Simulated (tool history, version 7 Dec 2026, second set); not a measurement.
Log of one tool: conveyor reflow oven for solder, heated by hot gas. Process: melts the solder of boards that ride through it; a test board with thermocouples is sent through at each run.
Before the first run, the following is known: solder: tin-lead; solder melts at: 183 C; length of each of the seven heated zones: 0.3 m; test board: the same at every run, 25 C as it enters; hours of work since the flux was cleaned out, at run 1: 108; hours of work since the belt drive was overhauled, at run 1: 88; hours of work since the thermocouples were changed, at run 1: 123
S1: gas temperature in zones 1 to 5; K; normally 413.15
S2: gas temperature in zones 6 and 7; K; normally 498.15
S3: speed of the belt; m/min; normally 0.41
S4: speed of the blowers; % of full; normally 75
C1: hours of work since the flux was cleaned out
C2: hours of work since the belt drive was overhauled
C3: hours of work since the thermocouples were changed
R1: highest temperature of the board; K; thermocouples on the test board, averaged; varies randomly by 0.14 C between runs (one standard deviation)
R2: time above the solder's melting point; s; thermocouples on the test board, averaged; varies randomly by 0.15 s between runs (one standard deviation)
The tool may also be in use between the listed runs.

run 1 hour=0 | S1=413.15 S2=498.15 S3=0.41 S4=75 | C1=108 C2=88 C3=123 | R1=487.45 R2=65.6
run 2 hour=12 | S1=413.15 S2=498.15 S3=0.41 S4=75 | C1=114 C2=94 C3=129 | R1=487.35 R2=65.5
run 3 hour=25.4 | S1=413.15 S2=498.15 S3=0.41 S4=75 | C1=120 C2=101 C3=136 | R1=487.45 R2=65.6
run 4 hour=45.4 | S1=413.15 S2=498.15 S3=0.41 S4=75 | C1=131 C2=111 C3=146 | R1=487.35 R2=65.3
run 5 hour=57.1 | S1=412.15 S2=498.15 S3=0.41 S4=75 | C1=137 C2=117 C3=152 | R1=487.35 R2=65.2
run 6 hour=75.6 | S1=412.15 S2=498.15 S3=0.41 S4=75 | C1=146 C2=127 C3=162 | R1=487.45 R2=65.1
run 7 hour=90.5 | S1=416.15 S2=498.15 S3=0.489 S4=72 | C1=154 C2=134 C3=169 | R1=482.85 R2=50.5
run 8 hour=110.6 | S1=416.15 S2=498.15 S3=0.489 S4=72 | C1=164 C2=145 C3=180 | R1=482.85 R2=50.6
run 9 hour=124.2 | S1=415.15 S2=500.15 S3=0.434 S4=59 | C1=171 C2=151 C3=187 | R1=485.75 R2=60
run 10 hour=144.5 | S1=415.15 S2=500.15 S3=0.434 S4=59 | C1=181 C2=162 C3=197 | R1=485.85 R2=59.9

Below are 5 alternative next runs, each starting from the tool's condition after run 10. Predict each:
run A hour=162.4 | S1=411.15 S2=496.15 S3=0.41 S4=75 | C1=190 C2=171 C3=206 | R1=? R2=?
run B hour=162.4 | S1=415.15 S2=501.15 S3=0.434 S4=59 | C1=190 C2=171 C3=206 | R1=? R2=?
run C hour=162.4 | S1=406.15 S2=500.15 S3=0.389 S4=75 | C1=190 C2=171 C3=206 | R1=? R2=?
run D hour=162.4 | S1=413.15 S2=498.15 S3=0.391 S4=75 | C1=190 C2=171 C3=206 | R1=? R2=?
run E hour=162.4 | S1=415.15 S2=513.15 S3=0.434 S4=59 | C1=190 C2=171 C3=206 | R1=? R2=?

run=A R1=485.45 R2=62.9
run=B R1=486.55 R2=60.5
run=C R1=489.75 R2=68.7
run=D R1=488.55 R2=70.6
run=E R1=497.25 R2=69.1
Stripped of hidden state, with their random variation kept, the same runs would have yielded:
run=A R1=485.35 R2=62.9
run=B R1=486.45 R2=60.4
run=C R1=489.65 R2=68.6
run=D R1=488.45 R2=70.5
run=E R1=497.25 R2=68.9
